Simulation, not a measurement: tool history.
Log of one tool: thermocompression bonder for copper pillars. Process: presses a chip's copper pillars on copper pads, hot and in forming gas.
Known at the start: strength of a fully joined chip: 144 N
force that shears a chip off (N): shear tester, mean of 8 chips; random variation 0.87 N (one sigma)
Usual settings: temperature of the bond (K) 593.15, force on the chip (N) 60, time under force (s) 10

run    hour  temperature of the bond (K)  force on the chip (N)  time under force (s)  force that shears a chip off (N)
  1       0                       593.15                     60                    10                              63.7
  2    31.2                       593.15                     62                    10                              63.4
  3    60.6                       593.15                     62                    10                              63.4
       99.6  -- forming gas filter changed
  4   130.6                       593.15                     45                    10                              56.7
  5   193.4                       593.15                     45                    10                              54.1
  6   250.1                       593.15                     45                    10                              53.3
  7   301.4                       593.15                     58                    10                              64.5
  8   353.3                       593.15                     58                    10                              62.9
  9   407.6                       593.15                     58                    10                              61.6
 10   456.3                       593.15                     58                    10                              61.2
 11   515.4                       593.15                     58                     9                              57.7
 12   566.6                       593.15                     58                     9                              56.4
 13   605.7                       578.15                     60                    10                              47.5
 14   669.6                       578.15                     60                    10                              46.7
      720.5  -- forming gas filter changed
 15   721.2                       578.15                     60                    10                              53.2
 16   769.6                       578.15                     60                    10                              52.1
 17   800.5                       578.15                     60                    10                              53.3
 18   857.4                       578.15                     60                    10                              50.7
 19   922.8                       578.15                     60                    10                              48.7
 20   967.7                       618.15                     60                    10                              81.5
 21  1013.3                       564.15                     40                     6                                21
 22  1045.7                       564.15                     40                     6                              21.5
 23  1078.7                       581.15                     60                    22                              66.5
       1086  -- heater calibrated with a thermocouple chip
 24  1136.5                       581.15                     60                    22                              74.8
 25    1202                       581.15                     60                    22                              73.5
 26  1230.5                       575.15                     60                     6                              42.6
 27  1269.3                       591.15                     60                    13                              70.6
 28  1325.5                       591.15                     59                     6                              51.6
     1342.3  -- forming gas filter changed
 29  1359.7                       591.15                     59                     6                              58.9
 30  1417.6                       591.15                     59                     6                                56
 31  1481.8                       593.15                     70                    29                             103.8

Forecast each of these 4 alternatives for the next run:
  A  1524.1                       582.15                     51                    12                                 ?
  B  1524.1                       589.15                     60                    22                                 ?
  C  1524.1                       613.15                     56                     5                                 ?
  D  1524.1                       593.15                     45                    20                                 ?

run  force that shears a chip off (N)
  A                              55.9
  B                              83.8
  C                              64.5
  D                                72
Without the tool's hidden state the same runs would have given:
run  force that shears a chip off (N)
  A                              58.6
  B                              87.5
  C                              67.2
  D                              75.2
